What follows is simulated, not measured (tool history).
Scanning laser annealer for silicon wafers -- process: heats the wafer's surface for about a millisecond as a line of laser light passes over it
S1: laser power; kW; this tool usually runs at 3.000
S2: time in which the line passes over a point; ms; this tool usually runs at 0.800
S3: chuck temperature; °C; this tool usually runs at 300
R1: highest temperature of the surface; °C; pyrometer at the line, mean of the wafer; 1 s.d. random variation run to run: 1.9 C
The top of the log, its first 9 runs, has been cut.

{"run": 10, "hour": 162.2, "S1": 3.0, "S2": 0.772, "S3": 300, "R1": 1055}
{"run": 11, "hour": 173.6, "S1": 3.0, "S2": 0.772, "S3": 300, "R1": 1057}
{"run": 12, "hour": 200.3, "S1": 3.0, "S2": 0.772, "S3": 300, "R1": 1053}
{"run": 13, "hour": 219.5, "S1": 3.0, "S2": 0.8, "S3": 300, "R1": 1068}
{"run": 14, "hour": 236.3, "S1": 3.0, "S2": 0.8, "S3": 300, "R1": 1068}
{"hour": 254.2, "done": "optics aligned, line set to its width"}
{"run": 15, "hour": 257.7, "S1": 3.0, "S2": 0.8, "S3": 300, "R1": 1083}
{"run": 16, "hour": 285.3, "S1": 3.0, "S2": 0.8, "S3": 300, "R1": 1079}
{"run": 17, "hour": 306.7, "S1": 2.599, "S2": 0.724, "S3": 300, "R1": 933}
{"run": 18, "hour": 321.4, "S1": 2.599, "S2": 0.724, "S3": 300, "R1": 936}
{"run": 19, "hour": 338.6, "S1": 2.915, "S2": 0.8, "S3": 300, "R1": 1057}
{"run": 20, "hour": 362.0, "S1": 2.915, "S2": 0.687, "S3": 326, "R1": 1019}
{"run": 21, "hour": 381.8, "S1": 2.915, "S2": 0.687, "S3": 326, "R1": 1019}
{"run": 22, "hour": 396.9, "S1": 2.978, "S2": 0.581, "S3": 326, "R1": 972}
{"run": 23, "hour": 423.0, "S1": 3.0, "S2": 0.871, "S3": 289, "R1": 1102}
{"run": 24, "hour": 447.9, "S1": 3.0, "S2": 0.871, "S3": 289, "R1": 1104}
{"run": 25, "hour": 464.7, "S1": 3.0, "S2": 0.641, "S3": 289, "R1": 978}
{"run": 26, "hour": 483.9, "S1": 3.0, "S2": 0.641, "S3": 289, "R1": 976}
{"run": 27, "hour": 499.6, "S1": 3.0, "S2": 0.641, "S3": 289, "R1": 976}
{"run": 28, "hour": 516.3, "S1": 3.0, "S2": 0.641, "S3": 289, "R1": 972}
{"run": 29, "hour": 541.8, "S1": 2.972, "S2": 0.946, "S3": 327, "R1": 1170}
{"hour": 549.0, "done": "window over the wafer cleaned"}
{"run": 30, "hour": 565.0, "S1": 2.972, "S2": 0.946, "S3": 327, "R1": 1190}
{"run": 31, "hour": 580.9, "S1": 2.972, "S2": 0.946, "S3": 327, "R1": 1192}

Predict each of these 3 candidate next runs independently; none follows another, all start after run 31:
{"run": "A", "hour": 597.1, "S1": 2.949, "S2": 0.817, "S3": 327, "R1": "?"}
{"run": "B", "hour": 597.1, "S1": 2.972, "S2": 0.566, "S3": 326, "R1": "?"}
{"run": "C", "hour": 597.1, "S1": 2.822, "S2": 0.8, "S3": 300, "R1": "?"}

run=A R1=1115
run=B R1=971
run=C R1=1041
Had the tool no hidden state, the same runs would have come out as:
run=A R1=1116
run=B R1=972
run=C R1=1042

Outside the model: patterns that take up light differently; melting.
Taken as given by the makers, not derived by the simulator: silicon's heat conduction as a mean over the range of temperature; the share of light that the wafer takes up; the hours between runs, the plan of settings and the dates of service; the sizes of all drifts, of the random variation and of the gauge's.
